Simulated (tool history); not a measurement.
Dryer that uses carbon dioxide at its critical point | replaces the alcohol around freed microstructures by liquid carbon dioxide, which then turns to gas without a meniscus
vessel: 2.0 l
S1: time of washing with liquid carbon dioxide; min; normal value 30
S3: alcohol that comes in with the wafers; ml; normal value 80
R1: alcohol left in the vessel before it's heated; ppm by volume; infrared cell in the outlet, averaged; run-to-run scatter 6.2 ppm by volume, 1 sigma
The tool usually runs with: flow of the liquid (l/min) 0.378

run 1 day=0.000 | S1=30 flow_of_the_liquid_(l/min)=0.378 S3=80 | R1=573
run 2 day=1.350 | S1=30 flow_of_the_liquid_(l/min)=0.378 S3=80 | R1=596
run 3 day=2.946 | S1=30 flow_of_the_liquid_(l/min)=0.378 S3=80 | R1=634
run 4 day=4.458 | S1=30 flow_of_the_liquid_(l/min)=0.234 S3=80 | R1=2801
-- day=4.667 inlet filter changed
run 5 day=5.804 | S1=30 flow_of_the_liquid_(l/min)=0.378 S3=80 | R1=464
run 6 day=7.204 | S1=30 flow_of_the_liquid_(l/min)=0.378 S3=80 | R1=477
run 7 day=8.925 | S1=30 flow_of_the_liquid_(l/min)=0.481 S3=80 | R1=273
run 8 day=10.696 | S1=30 flow_of_the_liquid_(l/min)=0.294 S3=80 | R1=1131
run 9 day=11.942 | S1=24 flow_of_the_liquid_(l/min)=0.294 S3=80 | R1=2127
run 10 day=12.925 | S1=30 flow_of_the_liquid_(l/min)=0.625 S3=80 | R1=246
run 11 day=14.946 | S1=30 flow_of_the_liquid_(l/min)=0.625 S3=80 | R1=225
run 12 day=16.338 | S1=30 flow_of_the_liquid_(l/min)=0.378 S3=80 | R1=559
run 13 day=17.946 | S1=30 flow_of_the_liquid_(l/min)=0.378 S3=21 | R1=319
run 14 day=18.854 | S1=30 flow_of_the_liquid_(l/min)=0.640 S3=80 | R1=251
run 15 day=20.271 | S1=30 flow_of_the_liquid_(l/min)=0.378 S3=83 | R1=629
run 16 day=21.150 | S1=30 flow_of_the_liquid_(l/min)=0.378 S3=83 | R1=665
-- day=21.567 purifier's bed changed
run 17 day=22.725 | S1=32 flow_of_the_liquid_(l/min)=0.378 S3=95 | R1=360
run 18 day=24.683 | S1=31 flow_of_the_liquid_(l/min)=0.342 S3=42 | R1=313
run 19 day=25.767 | S1=29 flow_of_the_liquid_(l/min)=0.413 S3=50 | R1=214
run 20 day=26.775 | S1=46 flow_of_the_liquid_(l/min)=0.413 S3=50 | R1=41
run 21 day=28.742 | S1=40 flow_of_the_liquid_(l/min)=0.413 S3=87 | R1=94
run 22 day=29.883 | S1=40 flow_of_the_liquid_(l/min)=0.413 S3=27 | R1=56
-- day=30.546 inlet filter changed
run 23 day=31.342 | S1=30 flow_of_the_liquid_(l/min)=0.553 S3=80 | R1=65
run 24 day=33.083 | S1=21 flow_of_the_liquid_(l/min)=0.550 S3=28 | R1=117
run 25 day=34.912 | S1=21 flow_of_the_liquid_(l/min)=0.550 S3=28 | R1=140
run 26 day=36.492 | S1=48 flow_of_the_liquid_(l/min)=0.388 S3=28 | R1=67
run 27 day=37.950 | S1=30 flow_of_the_liquid_(l/min)=0.378 S3=26 | R1=157
run 28 day=39.888 | S1=20 flow_of_the_liquid_(l/min)=0.378 S3=34 | R1=725
run 29 day=40.896 | S1=21 flow_of_the_liquid_(l/min)=0.378 S3=50 | R1=903

5 ways to go on from here, each from the tool as it stands after run 29. What would each give?
run A day=42.779 | S1=21 flow_of_the_liquid_(l/min)=0.286 S3=27 | R1=?
run B day=42.779 | S1=24 flow_of_the_liquid_(l/min)=0.378 S3=73 | R1=?
run C day=42.779 | S1=21 flow_of_the_liquid_(l/min)=0.314 S3=35 | R1=?
run D day=42.779 | S1=45 flow_of_the_liquid_(l/min)=0.410 S3=27 | R1=?
run E day=42.779 | S1=18 flow_of_the_liquid_(l/min)=0.384 S3=72 | R1=?

run=A R1=1157
run=B R1=868
run=C R1=1201
run=D R1=84
run=E R1=2016
What these runs would have given with no unlogged condition in the tool:
run=A R1=922
run=B R1=623
run=C R1=945
run=D R1=8
run=E R1=1613
